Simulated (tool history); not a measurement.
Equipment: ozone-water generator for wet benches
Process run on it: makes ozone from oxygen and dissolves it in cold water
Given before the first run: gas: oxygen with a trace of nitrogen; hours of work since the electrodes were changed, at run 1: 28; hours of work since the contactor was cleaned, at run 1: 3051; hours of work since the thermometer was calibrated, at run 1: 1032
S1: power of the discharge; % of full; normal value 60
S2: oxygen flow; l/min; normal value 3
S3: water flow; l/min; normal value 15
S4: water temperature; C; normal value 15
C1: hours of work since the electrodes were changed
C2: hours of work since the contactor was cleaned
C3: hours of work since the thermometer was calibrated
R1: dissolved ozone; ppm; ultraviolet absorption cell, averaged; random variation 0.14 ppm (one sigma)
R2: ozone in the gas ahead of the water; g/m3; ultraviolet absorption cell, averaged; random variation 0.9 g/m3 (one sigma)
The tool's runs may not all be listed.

| run | hour | S1 | S2 | S3 | S4 | C1 | C2 | C3 | R1 | R2 |
|---|---|---|---|---|---|---|---|---|---|---|
| 1 | 0 | 60 | 3 | 15 | 15 | 28 | 3051 | 1032 | 15.9 | 149.5 |
| 2 | 162.7 | 43 | 3 | 15 | 15 | 168 | 3191 | 1172 | 13.1 | 122.2 |
| 3 | 358.2 | 43 | 3 | 15 | 15 | 336 | 3359 | 1340 | 13.2 | 123.8 |
| 4 | 476.3 | 43 | 3 | 15 | 15 | 437 | 3461 | 1442 | 13 | 123 |
| 5 | 682.1 | 60 | 3 | 15 | 10 | 614 | 3637 | 1619 | 16.3 | 146.6 |
| 6 | 862.2 | 60 | 3 | 15 | 10 | 769 | 3792 | 1773 | 16.3 | 145.9 |
| 7 | 1050.8 | 60 | 3 | 15 | 10 | 931 | 3955 | 1936 | 16.2 | 145.5 |
| 8 | 1258.5 | 60 | 3 | 15 | 10 | 1110 | 4133 | 2114 | 16.1 | 145.7 |
| 9 | 1454.4 | 60 | 3 | 15 | 10 | 1278 | 4302 | 2283 | 15.8 | 144.1 |
| 10 | 1645.5 | 60 | 3 | 15 | 10 | 1443 | 4466 | 2447 | 15.9 | 142.4 |
| 11 | 1827.5 | 60 | 3 | 15 | 10 | 1599 | 4622 | 2603 | 15.8 | 142.9 |
| 12 | 1975.7 | 55 | 3.53 | 11 | 17 | 1726 | 4750 | 2731 | 17.6 | 127.4 |
| 13 | 2145.7 | 46 | 2.45 | 15 | 15 | 1873 | 4896 | 2877 | 12.1 | 131.3 |
|  | 2163.2 | contactor cleaned |
| 14 | 2352.3 | 46 | 2.45 | 15 | 15 | 2047 | 163 | 3051 | 11.7 | 132 |
| 15 | 2551.3 | 46 | 2.45 | 15 | 15 | 2218 | 334 | 3222 | 11.4 | 130.9 |
| 16 | 2705 | 60 | 3 | 15 | 7 | 2350 | 466 | 3355 | 15.2 | 137.9 |
|  | 2766.2 | contactor cleaned, once more |
| 17 | 2873.4 | 60 | 3 | 15 | 7 | 2491 | 92 | 3496 | 16.7 | 138.4 |
| 18 | 3083.9 | 60 | 3 | 15 | 7 | 2672 | 273 | 3677 | 16.5 | 136.2 |
|  | 3124.9 | water thermometer calibrated |
| 19 | 3237 | 60 | 3.94 | 15 | 7 | 2804 | 404 | 96 | 17.9 | 122.5 |

Below are 5 alternative next runs, each starting from the tool's condition after run 19. Predict each:
| A | 3410.4 | 60 | 2.03 | 15 | 9 | 2953 | 553 | 245 | ? | ? |
| B | 3410.4 | 88 | 1.71 | 15 | 7 | 2953 | 553 | 245 | ? | ? |
| C | 3410.4 | 60 | 3 | 14 | 15 | 2953 | 553 | 245 | ? | ? |
| D | 3410.4 | 54 | 2.52 | 18 | 7 | 2953 | 553 | 245 | ? | ? |
| E | 3410.4 | 84 | 4.19 | 15 | 7 | 2953 | 553 | 245 | ? | ? |

| run | R1 | R2 |
|---|---|---|
| A | 14.3 | 157.3 |
| B | 16.2 | 204.8 |
| C | 15.8 | 135.7 |
| D | 12.3 | 137.3 |
| E | 21.1 | 140.9 |
What these runs would have given with no unlogged condition in the tool:
| run | R1 | R2 |
|---|---|---|
| A | 15.8 | 173.7 |
| B | 18.3 | 231.1 |
| C | 17.6 | 149.9 |
| D | 13.6 | 150.6 |
| E | 23.8 | 158.7 |

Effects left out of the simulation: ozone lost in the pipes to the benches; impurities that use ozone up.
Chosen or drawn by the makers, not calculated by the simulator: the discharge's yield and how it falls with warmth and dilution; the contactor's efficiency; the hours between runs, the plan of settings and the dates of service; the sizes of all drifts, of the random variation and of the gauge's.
